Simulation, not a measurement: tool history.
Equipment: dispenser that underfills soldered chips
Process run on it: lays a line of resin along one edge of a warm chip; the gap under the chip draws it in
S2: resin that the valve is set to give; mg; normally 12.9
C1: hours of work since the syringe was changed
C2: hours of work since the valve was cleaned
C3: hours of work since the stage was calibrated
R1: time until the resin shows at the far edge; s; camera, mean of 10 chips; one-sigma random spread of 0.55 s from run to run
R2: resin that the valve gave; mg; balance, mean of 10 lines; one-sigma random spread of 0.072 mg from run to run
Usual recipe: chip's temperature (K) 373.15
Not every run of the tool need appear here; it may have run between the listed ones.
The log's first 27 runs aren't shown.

At hour 140.3: new syringe of resin.
Run 28, hour 144.7: usual settings but chip's temperature (K) 367.15, S2 14.8 mg; C1 3; C2 27; C3 199. Result: R1 76.7 s, R2 14.63 mg.
Run 29, hour 147.6: usual settings but chip's temperature (K) 367.15, S2 14.8 mg; C1 6; C2 29; C3 202. Result: R1 88.7 s, R2 14.53 mg.
At hour 148.2: new syringe of resin.
Run 30, hour 151.4: usual settings but chip's temperature (K) 385.15, S2 16.5 mg; C1 2; C2 32; C3 204. Result: R1 34.3 s, R2 16.39 mg.
Run 31, hour 155.3: usual settings but S2 11.7 mg; C1 5; C2 35; C3 207. Result: R1 69.1 s, R2 11.47 mg.
At hour 156: new syringe of resin.
Run 32, hour 160.2: usual settings but S2 11.7 mg; C1 3; C2 38; C3 211. Result: R1 60.7 s, R2 11.34 mg.
Run 33, hour 163.3: usual settings but chip's temperature (K) 367.15, S2 12.6 mg; C1 6; C2 41; C3 213. Result: R1 91.3 s, R2 12.58 mg.
At hour 163.9: new syringe of resin.
Run 34, hour 169.4: usual settings but chip's temperature (K) 380.15; C1 4; C2 45; C3 218. Result: R1 47.2 s, R2 12.59 mg.
At hour 172: new syringe of resin.
Run 35, hour 174.1: usual settings but chip's temperature (K) 380.15; C1 2; C2 49; C3 221. Result: R1 40 s, R2 12.67 mg.
At hour 179.7: new syringe of resin.
Run 36, hour 179.7: usual settings but chip's temperature (K) 380.15; C1 0; C2 53; C3 225. Result: R1 36.3 s, R2 12.59 mg.

Alternative continuations, all from the tool just after run 36; predict every row:
Run A, hour 183.2: usual settings but chip's temperature (K) 368.15, S2 13.3 mg; C1 3; C2 55; C3 228. Result: R1 ?, R2 ?.
Run B, hour 183.2: usual settings but S2 16.3 mg; C1 3; C2 55; C3 228. Result: R1 ?, R2 ?.
Run C, hour 183.2: usual settings but chip's temperature (K) 385.15, S2 15.4 mg; C1 3; C2 55; C3 228. Result: R1 ?, R2 ?.

run    R1     R2
  A    71  12.94
  B  56.2  15.86
  C  34.2  14.94
With no hidden state in the tool, these same runs would have given:
run    R1     R2
  A  55.8  13.32
  B  44.4  16.32
  C    27  15.38
